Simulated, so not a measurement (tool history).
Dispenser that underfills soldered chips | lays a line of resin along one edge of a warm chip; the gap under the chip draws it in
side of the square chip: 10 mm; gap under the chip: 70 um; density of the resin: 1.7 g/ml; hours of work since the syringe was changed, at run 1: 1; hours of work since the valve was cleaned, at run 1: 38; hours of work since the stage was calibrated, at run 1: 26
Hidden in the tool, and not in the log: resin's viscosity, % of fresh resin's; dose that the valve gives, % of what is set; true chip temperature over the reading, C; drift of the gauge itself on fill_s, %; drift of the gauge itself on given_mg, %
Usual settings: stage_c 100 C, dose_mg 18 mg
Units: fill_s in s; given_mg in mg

| run | hour | stage_c | dose_mg | hours of work since the syringe was changed | hours of work since the valve was cleaned | hours of work since the stage was calibrated | fill_s | given_mg |
|---|---|---|---|---|---|---|---|---|
| 1 | 0 | 100 | 18 | 1 | 38 | 26 | 73.4 | 17.2 |
| 2 | 5.3 | 100 | 18 | 4 | 42 | 30 | 87.8 | 17.2 |
|  | 7.6 | new syringe of resin |
|  | 13.3 | dispensing valve cleaned and set on the balance |
| 3 | 16 | 112 | 18 | 5 | 2 | 37 | 58.3 | 17.97 |
|  | 17.2 | new syringe of resin |
| 4 | 21.6 | 113 | 18 | 3 | 6 | 40 | 49.2 | 17.91 |
|  | 25.6 | new syringe of resin |
| 5 | 28 | 100 | 18 | 2 | 10 | 45 | 76.3 | 17.9 |
|  | 34.3 | new syringe of resin |
| 6 | 37.1 | 100 | 22.6 | 2 | 16 | 51 | 75.9 | 22.32 |
|  | 43.2 | new syringe of resin |
| 7 | 48.3 | 100 | 20.7 | 4 | 24 | 58 | 81.7 | 20.32 |
|  | 52.1 | new syringe of resin |
| 8 | 54.1 | 100 | 20.7 | 1 | 27 | 62 | 71.3 | 20.21 |
|  | 60.7 | new syringe of resin |
| 9 | 62.9 | 104 | 20.7 | 2 | 33 | 68 | 62.6 | 20.06 |
|  | 69 | new syringe of resin |
| 10 | 73.3 | 104 | 20.7 | 3 | 40 | 75 | 66.3 | 19.92 |
|  | 77.6 | new syringe of resin |
|  | 83.4 | dispensing valve cleaned and set on the balance |
| 11 | 84.8 | 99 | 22.2 | 4 | 1 | 82 | 89.2 | 22.35 |
|  | 87 | new syringe of resin |
|  | 95.5 | new syringe of resin |
| 12 | 96.2 | 99 | 22.2 | 0 | 9 | 90 | 72.3 | 22.12 |
|  | 104 | new syringe of resin |
| 13 | 105.6 | 90 | 20.7 | 1 | 15 | 96 | 110.6 | 20.51 |

Forecast run 14:
|  | 112.7 | new syringe of resin |
| 14 | 115.5 | 106 | 22.1 | 2 | 21 | 103 | ? | ? |

Run 14 gave fill_s 57.1 s, given_mg 21.66 mg.
Without the tool's hidden state the same run would have given fill_s 52.1 s, given_mg 21.99 mg.
